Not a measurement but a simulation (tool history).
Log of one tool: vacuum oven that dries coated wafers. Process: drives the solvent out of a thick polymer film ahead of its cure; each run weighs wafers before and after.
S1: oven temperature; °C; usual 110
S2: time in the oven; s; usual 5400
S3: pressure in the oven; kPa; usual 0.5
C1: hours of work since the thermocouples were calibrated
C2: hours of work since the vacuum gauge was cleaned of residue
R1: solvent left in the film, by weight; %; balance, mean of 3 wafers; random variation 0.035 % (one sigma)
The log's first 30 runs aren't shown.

{"run": 31, "hour": 399.2, "S1": 110, "S2": 2880, "S3": 0.5, "C1": 965, "C2": 756, "R1": 8.54}
{"run": 32, "hour": 420.3, "S1": 110, "S2": 3840, "S3": 1.735, "C1": 979, "C2": 769, "R1": 7.31}
{"run": 33, "hour": 440.9, "S1": 109, "S2": 8820, "S3": 0.5, "C1": 992, "C2": 783, "R1": 2.62}
{"run": 34, "hour": 458.7, "S1": 109, "S2": 6780, "S3": 0.5, "C1": 1004, "C2": 794, "R1": 3.86}
{"run": 35, "hour": 475.9, "S1": 110, "S2": 6960, "S3": 0.465, "C1": 1015, "C2": 805, "R1": 3.49}
{"run": 36, "hour": 490.6, "S1": 110, "S2": 6960, "S3": 0.465, "C1": 1024, "C2": 815, "R1": 3.53}
{"run": 37, "hour": 499.3, "S1": 101, "S2": 6120, "S3": 1.701, "C1": 1030, "C2": 820, "R1": 7.46}
{"run": 38, "hour": 515.6, "S1": 114, "S2": 9240, "S3": 0.5, "C1": 1040, "C2": 831, "R1": 1.5}
{"run": 39, "hour": 531.4, "S1": 114, "S2": 9240, "S3": 0.5, "C1": 1051, "C2": 841, "R1": 1.44}
{"run": 40, "hour": 543.6, "S1": 114, "S2": 9240, "S3": 0.5, "C1": 1059, "C2": 849, "R1": 1.46}
{"run": 41, "hour": 564.0, "S1": 114, "S2": 3840, "S3": 0.5, "C1": 1072, "C2": 862, "R1": 5.74}
{"run": 42, "hour": 579.8, "S1": 117, "S2": 9720, "S3": 0.665, "C1": 1082, "C2": 872, "R1": 1}
{"run": 43, "hour": 591.9, "S1": 103, "S2": 9720, "S3": 0.665, "C1": 1090, "C2": 880, "R1": 3.73}
{"run": 44, "hour": 604.8, "S1": 109, "S2": 8460, "S3": 1.629, "C1": 1098, "C2": 889, "R1": 3.36}
{"run": 45, "hour": 613.6, "S1": 100, "S2": 6120, "S3": 1.629, "C1": 1104, "C2": 894, "R1": 7.68}

3 ways to go on from here, each from the tool as it stands after run 45. What would each give?
{"run": "A", "hour": 628.9, "S1": 101, "S2": 4740, "S3": 0.289, "C1": 1114, "C2": 904, "R1": "?"}
{"run": "B", "hour": 628.9, "S1": 100, "S2": 5580, "S3": 0.97, "C1": 1114, "C2": 904, "R1": "?"}
{"run": "C", "hour": 628.9, "S1": 100, "S2": 3120, "S3": 1.629, "C1": 1114, "C2": 904, "R1": "?"}

run=A R1=8.3
run=B R1=7.86
run=C R1=11.04
Without the tool's hidden state the same runs would have given:
run=A R1=7.85
run=B R1=7.4
run=C R1=10.66
